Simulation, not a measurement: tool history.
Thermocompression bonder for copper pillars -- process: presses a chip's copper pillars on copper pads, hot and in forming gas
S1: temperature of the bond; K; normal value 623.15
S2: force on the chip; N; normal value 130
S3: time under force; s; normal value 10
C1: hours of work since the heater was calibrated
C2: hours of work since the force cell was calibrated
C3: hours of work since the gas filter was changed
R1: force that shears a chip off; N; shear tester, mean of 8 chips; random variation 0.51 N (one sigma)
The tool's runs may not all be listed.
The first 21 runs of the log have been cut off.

run     day      S1   S2  S3   C1   C2   C3     R1
 22   8.821  617.15  183  27   79  143   52  131.7
 23   9.292  639.15   92  18   83  148   57   84.6
 24   9.642  623.15  109   5   87  151   60   54.6
 25  10.208  623.15  109  19   92  156   66     87
 26  10.688  623.15  109  18   97  161   71   85.2
 27  11.196  623.15  109  18  102  166   76   84.9
 28  11.688  609.15  130   8  107  171   80   67.3
 29  12.129  609.15  130   8  111  175   85   66.7
 30  12.738  609.15  130   8  117  181   90   66.3
 31  12.996  647.15  190  15  119  184   93  133.7
 32  13.512  647.15  190  15  124  189   98  132.9
 33  13.946  617.15  106  10  129  193  102   62.9
 34  14.458  617.15  106  10  134  198  107   62.3
 35  14.838  617.15   84   8  137  201  111   43.4

Run 36, settings as shown, results not yet in. Your forecast:
 36  15.179  617.15  84   8  141  205  114   ?

{"run 36": {"R1": 43}}
Take away the tool's hidden state, keep the run-to-run variation as it was, and the same run would have given R1 46.9 N.
